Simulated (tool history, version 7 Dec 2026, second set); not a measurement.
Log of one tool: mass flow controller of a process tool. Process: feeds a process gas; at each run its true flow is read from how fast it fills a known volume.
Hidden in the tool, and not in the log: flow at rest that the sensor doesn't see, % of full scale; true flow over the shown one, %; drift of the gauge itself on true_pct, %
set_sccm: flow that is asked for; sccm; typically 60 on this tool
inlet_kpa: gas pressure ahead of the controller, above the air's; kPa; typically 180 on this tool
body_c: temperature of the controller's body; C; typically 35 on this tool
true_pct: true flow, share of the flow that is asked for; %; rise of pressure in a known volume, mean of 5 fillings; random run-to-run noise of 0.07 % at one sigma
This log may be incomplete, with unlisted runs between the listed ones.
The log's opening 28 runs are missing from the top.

run,day,set_sccm,inlet_kpa,body_c,hours of work since the controller was set to zero,hours of work since the controller was changed,true_pct
# day 452.904: controller's zero set anew, once more
29,465.146,21,149,27,190,8306,97.02
30,485.354,41,188,27,504,8620,97.16
31,499.238,41,188,27,720,8835,97.02
32,510.638,29,201,39,897,9013,95.67
33,528.742,70,194,21,1179,9294,98.04
34,539.979,17,191,22,1353,9469,94.92
35,558.000,27,165,34,1633,9749,95.33
36,575.438,21,261,33,1904,10020,93.67
37,587.392,42,261,30,2090,10205,95.27
38,602.271,42,261,30,2321,10437,95.17
39,625.392,45,179,22,2681,10796,96.16
40,635.967,45,179,22,2845,10960,96.11
41,655.621,60,149,24,3150,11266,96.88
42,669.204,60,242,38,3362,11477,95.38
# day 681.500: controller exchanged for a calibrated one
43,692.733,79,180,20,175,175,99.50
44,703.038,40,172,29,335,335,97.87
45,720.779,40,172,29,610,610,97.61
46,732.267,23,180,35,789,789,96.35
47,743.233,11,180,35,959,959,94.44
48,755.917,11,180,35,1157,1157,94.16
49,765.833,11,180,35,1311,1311,93.60

Below are 3 alternative next runs, each starting from the tool's condition after run 49. Predict each:
A,778.808,76,148,27,1512,1512,?
B,778.808,76,180,35,1512,1512,?
C,778.808,49,197,35,1512,1512,?

run,true_pct
A,98.68
B,98.05
C,96.95
Had the tool no hidden state, the same runs would have come out as:
run,true_pct
A,99.58
B,98.95
C,98.13

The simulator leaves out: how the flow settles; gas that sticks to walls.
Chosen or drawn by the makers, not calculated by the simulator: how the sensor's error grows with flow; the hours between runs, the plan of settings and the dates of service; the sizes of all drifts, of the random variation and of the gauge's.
